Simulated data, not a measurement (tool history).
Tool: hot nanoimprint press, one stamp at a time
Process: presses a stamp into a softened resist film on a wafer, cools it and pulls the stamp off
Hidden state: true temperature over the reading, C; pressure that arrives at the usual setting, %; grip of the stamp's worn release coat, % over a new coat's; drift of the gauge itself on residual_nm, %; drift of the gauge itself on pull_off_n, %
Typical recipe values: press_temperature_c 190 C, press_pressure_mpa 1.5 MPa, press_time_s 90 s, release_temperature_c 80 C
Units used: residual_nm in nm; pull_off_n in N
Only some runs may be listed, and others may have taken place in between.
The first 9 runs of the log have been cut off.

run   hour  press_temperature_c  press_pressure_mpa  press_time_s  release_temperature_c  hours of work since the thermocouple was calibrated  imprints on the stamp's release coat  hours of work since the press's seals were changed  residual_nm  pull_off_n
 10  277.5                  190                 1.5            90                     80                                                  396                                  1225                                                 681        342.5         107
 11  309.7                  181                 1.5            90                     80                                                  411                                  1300                                                 696        474.1         108
 12    348                  181                 1.5            90                     80                                                  429                                  1389                                                 714        474.4         109
 13  372.3                  181                 1.5            90                     80                                                  440                                  1446                                                 725        473.9         108
 14  410.4                  181                 1.5            90                     80                                                  458                                  1535                                                 743        475.5         113
 15  446.7                  181                 1.5            90                     80                                                  475                                  1620                                                 760        470.1         110
     455.5  -- stamp cleaned and given a new release coat
 16  474.6                  198                2.14            90                     73                                                  485                                    45                                                 770        202.7         119
 17  513.5                  198                2.36            90                     73                                                  504                                   135                                                 789        192.3         121
 18  548.5                  190                2.36           179                     80                                                  520                                   217                                                 805        211.1         109
 19  572.6                  190                2.36           179                     80                                                  531                                   273                                                 816        208.5         109
     594.8  -- gauge calibrated
 20  598.9                  196                2.16            69                     80                                                  544                                   335                                                 829        236.8         109
 21  629.2                  179                1.03            90                     73                                                  558                                   405                                                 843        563.9         120
 22  658.3                  182                 1.7            90                     80                                                  571                                   473                                                 857          429         109

Forecast run 23:
     674.8  -- plate thermocouple calibrated
 23  684.1                  190                0.95            90                     80                                                    4                                   526                                                 867            ?           ?

{"run 23": {"residual_nm": 428.1, "pull_off_n": 109}}
If the tool had no hidden condition, the same run with the same run-to-run variation would have returned residual_nm 426.2 nm, pull_off_n 108 N.

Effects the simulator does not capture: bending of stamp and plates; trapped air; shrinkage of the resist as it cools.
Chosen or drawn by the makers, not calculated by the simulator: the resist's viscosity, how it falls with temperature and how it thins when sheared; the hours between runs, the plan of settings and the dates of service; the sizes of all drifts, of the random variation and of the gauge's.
